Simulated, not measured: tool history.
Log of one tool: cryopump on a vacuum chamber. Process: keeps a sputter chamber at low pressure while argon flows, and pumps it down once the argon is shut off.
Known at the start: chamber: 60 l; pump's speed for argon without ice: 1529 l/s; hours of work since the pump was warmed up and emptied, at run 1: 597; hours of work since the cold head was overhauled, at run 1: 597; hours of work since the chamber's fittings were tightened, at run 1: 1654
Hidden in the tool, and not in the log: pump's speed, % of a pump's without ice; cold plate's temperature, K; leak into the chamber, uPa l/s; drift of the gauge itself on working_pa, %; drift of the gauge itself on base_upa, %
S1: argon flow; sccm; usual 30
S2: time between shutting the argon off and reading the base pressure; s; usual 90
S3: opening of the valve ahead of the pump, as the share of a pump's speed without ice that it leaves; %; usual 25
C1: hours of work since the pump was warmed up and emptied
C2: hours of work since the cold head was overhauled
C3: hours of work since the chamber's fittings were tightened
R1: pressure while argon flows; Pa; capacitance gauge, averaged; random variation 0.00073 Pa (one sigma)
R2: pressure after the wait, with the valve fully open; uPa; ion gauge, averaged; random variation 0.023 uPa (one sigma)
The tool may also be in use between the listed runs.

run	hour	S1	S2	S3	C1	C2	C3	R1	R2
1	0	30	90	25	597	597	1654	0.1392	1.5
2	23	30	90	25	606	606	1663	0.1407	1.5
3	49.6	30	90	25	617	617	1674	0.1404	1.55
4	67.4	30	90	26	624	624	1681	0.135	1.54
5	108.3	30	90	26	641	641	1698	0.1364	1.59
6	137.5	30	90	26	652	652	1709	0.1357	1.53
7	160.3	30	122	26	662	662	1719	0.1366	1.45
8	179	30	122	26	669	669	1726	0.1368	1.39
# hour 198.6: leaking fittings of the chamber tightened, without venting
9	203.7	30	122	26	678	678	2	0.1374	0.64
10	242.5	30	90	25	694	694	18	0.1408	0.83
11	261.3	30	90	26	701	701	25	0.1378	0.83
12	298.2	17	90	25	716	716	40	0.0803	0.8
13	323.4	17	90	25	726	726	50	0.0802	0.79
14	353.4	30	90	25	738	738	62	0.1429	0.88
15	374.7	30	90	25	747	747	71	0.1419	0.83
16	406.9	30	90	25	760	760	84	0.1414	0.86
17	424	30	90	25	767	767	91	0.1427	0.84
18	443.7	30	90	25	775	775	99	0.1424	0.83
19	463.7	21	84	25	783	783	107	0.1	0.9
20	484.5	21	84	25	791	791	115	0.1004	0.87
21	514.4	21	84	25	803	803	127	0.0998	0.91
22	532.7	13	44	29	811	811	134	0.0554	1.43
23	561.6	30	90	17	822	822	146	0.2054	0.87
24	592.9	30	140	17	835	835	159	0.2046	0.67
25	633.7	30	140	17	851	851	175	0.2076	0.74
26	654.5	17	77	19	860	860	183	0.1052	1.02
27	676.3	17	72	20	868	868	192	0.1009	1.02
28	699.7	50	90	16	878	878	202	0.3674	0.91
29	736.8	13	90	28	893	893	217	0.0564	0.9
30	775.2	49	74	30	908	908	232	0.2003	1.07
31	805	49	74	30	920	920	244	0.2016	1.09
32	838.9	49	64	16	934	934	258	0.3616	1.14
33	863.8	30	50	37	944	944	268	0.1029	1.35
34	883.7	25	90	25	952	952	276	0.1201	0.99
35	908.8	25	90	25	962	962	286	0.1218	0.94

3 ways to go on from here, each from the tool as it stands after run 35. What would each give?
A	930.6	30	26	22	971	971	294	?	?
B	930.6	21	149	60	971	971	294	?	?
C	930.6	30	90	29	971	971	294	?	?

run	R1	R2
A	0.165	2.25
B	0.0485	0.76
C	0.128	0.96
Without the tool's hidden state the same runs would have given:
run	R1	R2
A	0.1515	1.99
B	0.039	0.5
C	0.1144	0.7

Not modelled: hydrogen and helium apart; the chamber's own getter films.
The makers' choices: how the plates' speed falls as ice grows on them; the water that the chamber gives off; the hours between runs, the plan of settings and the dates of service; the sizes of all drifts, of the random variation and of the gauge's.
